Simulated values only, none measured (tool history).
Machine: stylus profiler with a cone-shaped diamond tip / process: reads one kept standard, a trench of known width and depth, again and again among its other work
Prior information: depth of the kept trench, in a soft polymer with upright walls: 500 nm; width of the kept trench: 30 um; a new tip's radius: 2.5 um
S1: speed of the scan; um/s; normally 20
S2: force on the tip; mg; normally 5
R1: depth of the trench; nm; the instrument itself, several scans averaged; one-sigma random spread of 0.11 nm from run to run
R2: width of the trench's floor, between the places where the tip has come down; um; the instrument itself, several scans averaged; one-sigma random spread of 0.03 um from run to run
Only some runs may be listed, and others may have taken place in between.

run	hour	S1	S2	R1	R2
1	0	20	5	511.1	26.95
2	63.3	20	5	511.09	26.92
3	189.3	20	5	511.33	26.68
4	251	20	5	511.4	26.59
5	322.2	20	5	511.47	26.49
6	410.6	8	5	511.31	26.46
7	503.5	20	5	511.56	26.3
8	624.5	20	5	511.56	26.15
9	677.6	5	5	511.48	26.09
10	758.9	20	5	511.77	25.93
11	835.4	20	5	511.91	25.88
12	905.3	20	5	511.89	25.73
13	986.2	68	2.16	507.19	25.61
# hour 998.2: height scale calibrated on a step standard
14	1061.7	68	2.16	507.61	25.47
15	1133.3	68	2.16	507.56	25.37
16	1219.3	72	5	512.51	25.39
17	1322.9	50	5.78	513.84	25.34
18	1438.5	50	5.78	514.07	25.19
# hour 1498.4: height scale calibrated on a step standard, once more
19	1547.3	50	5.78	512.28	25.09
20	1600.5	50	5.78	512.43	25.08
21	1686.2	50	5.78	512.56	24.93
22	1748.9	20	3.6	509.1	24.92
23	1850.2	44	4.92	511.24	24.77

Here are 3 independent what-if runs from the current tool condition. What would each one return?
A	1907.2	20	8.1	?	?
B	1907.2	31	4.92	?	?
C	1907.2	69	2.35	?	?

run	R1	R2
A	515.67	24.84
B	511.29	24.84
C	507.24	24.64
With the hidden condition removed and each run's random variation left untouched, the same runs would have given:
run	R1	R2
A	515.42	27.01
B	511.04	27.01
C	506.99	26.81

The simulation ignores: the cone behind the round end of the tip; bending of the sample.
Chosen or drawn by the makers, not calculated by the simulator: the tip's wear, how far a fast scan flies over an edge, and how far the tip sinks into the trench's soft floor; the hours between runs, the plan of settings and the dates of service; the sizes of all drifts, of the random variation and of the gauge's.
